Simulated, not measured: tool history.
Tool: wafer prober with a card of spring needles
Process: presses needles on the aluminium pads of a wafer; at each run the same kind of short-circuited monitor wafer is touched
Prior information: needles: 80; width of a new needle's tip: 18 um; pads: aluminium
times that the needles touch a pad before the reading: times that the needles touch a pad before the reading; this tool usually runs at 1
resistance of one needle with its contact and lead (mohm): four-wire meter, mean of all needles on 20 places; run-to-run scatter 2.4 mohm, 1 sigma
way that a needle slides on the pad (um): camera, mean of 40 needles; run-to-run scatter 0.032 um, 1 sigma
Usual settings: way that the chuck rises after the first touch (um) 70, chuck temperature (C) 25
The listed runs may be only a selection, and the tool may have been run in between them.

run	day	way that the chuck rises after the first touch (um)	chuck temperature (C)	times that the needles touch a pad before the reading	resistance of one needle with its contact and lead (mohm)	way that a needle slides on the pad (um)
1	0	70	25	1	358	14.48
# day 0.204: tips cleaned on abrasive film
2	0.342	70	25	1	315	14.45
# day 0.788: tips cleaned on abrasive film
3	0.788	70	25	1	276	14.44
# day 1.354: tips cleaned on abrasive film
4	1.525	70	25	1	320	14.44
# day 1.962: tips cleaned on abrasive film
5	1.988	70	25	1	285	14.35
6	2.408	70	25	1	366	14.37
# day 2.554: tips cleaned on abrasive film
# day 3.15: tips cleaned on abrasive film
7	3.15	70	25	1	282	14.3
# day 3.771: tips cleaned on abrasive film
8	3.829	54	25	1	314	10.97
# day 4.2: height of the first contact set anew
9	4.296	70	103	1	379	14.55
# day 4.4: tips cleaned on abrasive film
10	4.925	70	25	1	374	14.52
# day 5.033: tips cleaned on abrasive film
11	5.471	70	25	1	366	14.51
# day 5.625: tips cleaned on abrasive film
12	5.792	70	29	1	331	14.48
# day 6.196: tips cleaned on abrasive film
13	6.496	70	29	1	344	14.42
# day 6.788: tips cleaned on abrasive film
14	7.1	70	103	1	362	14.38
# day 7.392: tips cleaned on abrasive film
15	7.462	59	25	1	314	12.12
16	7.904	76	25	1	358	15.63
# day 7.983: tips cleaned on abrasive film
17	8.546	57	25	1	437	11.65
# day 8.6: tips cleaned on abrasive film
18	9	70	52	1	372	14.3
# day 9.208: tips cleaned on abrasive film
19	9.633	70	105	1	380	14.32
# day 9.792: tips cleaned on abrasive film
20	10.304	66	25	1	388	13.52
# day 10.417: tips cleaned on abrasive film
# day 10.696: height of the first contact set anew
# day 11.021: tips cleaned on abrasive film
21	11.071	54	28	1	319	11.23
22	11.454	75	69	1	364	15.51
# day 11.588: tips cleaned on abrasive film
23	12.029	66	46	2	344	13.64
# day 12.162: tips cleaned on abrasive film
24	12.367	86	25	1	315	17.76
# day 12.775: tips cleaned on abrasive film
25	12.846	86	25	1	291	17.72
# day 13.354: tips cleaned on abrasive film
26	13.433	65	49	2	303	13.4
27	13.8	53	49	2	382	10.86
# day 13.933: tips cleaned on abrasive film
# day 14.521: tips cleaned on abrasive film
28	14.521	53	49	2	291	10.85
# day 15.112: tips cleaned on abrasive film
29	15.229	73	25	2	293	14.96
# day 15.683: tips cleaned on abrasive film
30	15.871	73	36	2	309	14.93
# day 16.262: tips cleaned on abrasive film
31	16.3	54	58	1	323	11.01
32	16.708	86	38	2	314	17.61

3 options for the next run, each taken on its own from the tool as it stands now. Forecast them:
# day 16.867: tips cleaned on abrasive film
# day 17.158: height of the first contact set anew
A	17.183	56	78	1	?	?
# day 16.867: tips cleaned on abrasive film
# day 17.158: height of the first contact set anew
B	17.183	87	38	2	?	?
# day 16.867: tips cleaned on abrasive film
# day 17.158: height of the first contact set anew
C	17.183	75	25	1	?	?

run	resistance of one needle with its contact and lead (mohm)	way that a needle slides on the pad (um)
A	412	11.66
B	304	18.11
C	342	15.53
With the hidden condition removed and each run's random variation left untouched, the same runs would have given:
run	resistance of one needle with its contact and lead (mohm)	way that a needle slides on the pad (um)
A	294	11.66
B	270	18.11
C	268	15.53
